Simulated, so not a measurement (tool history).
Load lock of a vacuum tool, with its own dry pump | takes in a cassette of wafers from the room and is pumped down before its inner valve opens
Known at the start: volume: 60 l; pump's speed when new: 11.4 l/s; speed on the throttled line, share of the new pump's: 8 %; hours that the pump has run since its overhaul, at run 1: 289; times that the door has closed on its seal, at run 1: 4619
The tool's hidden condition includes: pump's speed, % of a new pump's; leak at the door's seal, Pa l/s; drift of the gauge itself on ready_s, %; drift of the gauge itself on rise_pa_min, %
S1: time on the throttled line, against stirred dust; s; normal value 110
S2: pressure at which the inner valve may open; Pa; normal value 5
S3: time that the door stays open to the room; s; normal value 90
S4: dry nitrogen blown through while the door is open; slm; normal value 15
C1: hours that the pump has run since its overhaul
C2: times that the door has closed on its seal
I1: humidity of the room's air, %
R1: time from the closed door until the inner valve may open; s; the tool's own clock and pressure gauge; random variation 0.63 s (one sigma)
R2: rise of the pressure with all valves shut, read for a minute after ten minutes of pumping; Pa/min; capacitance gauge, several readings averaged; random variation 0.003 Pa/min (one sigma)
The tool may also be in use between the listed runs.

run	day	S1	S2	S3	S4	C1	C2	I1	R1	R2
1	0	110	5	90	15	289	4619	44.9	154	0.086
2	4.958	110	5	90	4	408	5208	44.6	153.3	0.111
3	9.55	110	5	90	4	518	5754	48.6	154.1	0.133
4	12.525	110	5	90	4	590	6108	45.6	153	0.133
5	16.696	110	5	90	15	690	6604	44.8	154.2	0.119
6	22.817	110	5	90	15	837	7332	46.2	153	0.14
7	25.783	110	5	90	15	908	7684	45.9	154.5	0.144
8	28.804	110	5	90	15	980	8043	45.2	154.4	0.149
9	33.208	110	5	90	15	1086	8567	42.9	154.3	0.159
10	39.858	110	5	90	15	1246	9357	43.6	154.9	0.179
11	43.533	110	5	90	15	1334	9795	42.9	155.1	0.194
12	50.054	110	5	88	15	1491	10570	45.9	154.6	0.217
13	54	110	5	88	15	1585	11039	46.5	155.7	0.229
14	60.158	110	5	90	15	1733	11771	44.4	155.2	0.243
15	63.462	110	5	90	15	1812	12164	46	153.5	0.26
16	69.454	110	5	90	15	1956	12876	41.7	153.9	0.28
17	74.492	110	5	90	15	2077	13475	45.5	155.5	0.294
18	78.592	110	5	90	15	2175	13962	46.4	154.7	0.317
19	82.558	110	7	90	15	2271	14434	44.9	153.2	0.324
20	89.333	110	7	90	15	2433	15239	45.5	153.1	0.354
21	92.912	110	7	90	15	2519	15665	41	153.2	0.358
22	97.138	117	4	167	7	2620	16167	47.1	163.1	0.422
23	102.904	123	6	90	7	2759	16853	46.9	165.6	0.422
24	106.75	110	4	56	15	2851	17310	46.2	155.9	0.407
25	113.254	110	5	90	11	3007	18083	45.3	154	0.454
26	119.292	110	5	90	11	3152	18801	46.6	155.2	0.478
27	124.608	110	5	90	11	3280	19433	44	155.9	0.512
28	128.512	110	5	90	11	3374	19897	44.4	155.4	0.523
29	132.979	110	5	90	26	3481	20428	43.8	155.2	0.538
30	139.025	117	5	51	7	3626	21147	45.5	162.3	0.586
31	145.333	117	5	138	18	3777	21897	49.6	162.5	0.616
32	150.988	110	7	65	15	3913	22569	46.9	153.8	0.633
33	154.492	110	7	65	15	3997	22986	44.1	154.5	0.649
34	157.483	95	6	65	38	4069	23341	42	141.8	0.653
35	162.108	141	4	157	7	4180	23891	46.8	185.9	0.737
# day 164.492: door's seal changed, seat wiped
36	168.092	110	5	132	15	4322	428	44.1	155.9	0.048
37	174.062	196	5	132	15	4465	1138	42.4	234.1	0.049

Subtracting, for every run, the result it would have given without the tool's unlogged condition from the measured result gives the following. The same run-to-run variation enters both numbers; the gauge's scatter may not:
run	R1	R2
1	+0	+0.053
2	+0	+0.063
3	+0.1	+0.072
4	+0.1	+0.077
5	+0.2	+0.086
6	+0.3	+0.101
7	+0.3	+0.108
8	+0.4	+0.118
9	+0.4	+0.128
10	+0.6	+0.15
11	+0.6	+0.158
12	+0.7	+0.18
13	+0.7	+0.192
14	+0.8	+0.211
15	+0.8	+0.222
16	+0.9	+0.248
17	+1	+0.264
18	+1	+0.28
19	+1.1	+0.292
20	+1.2	+0.317
21	+1.3	+0.332
22	+1.4	+0.348
23	+1.4	+0.373
24	+1.5	+0.379
25	+1.6	+0.415
26	+1.7	+0.436
27	+1.8	+0.475
28	+1.8	+0.485
29	+1.8	+0.51
30	+1.9	+0.549
31	+2	+0.566
32	+2.1	+0.605
33	+2	+0.62
34	+2.2	+0.641
35	+2.3	+0.669
36	+2.2	+0.005
37	+2	+0.011
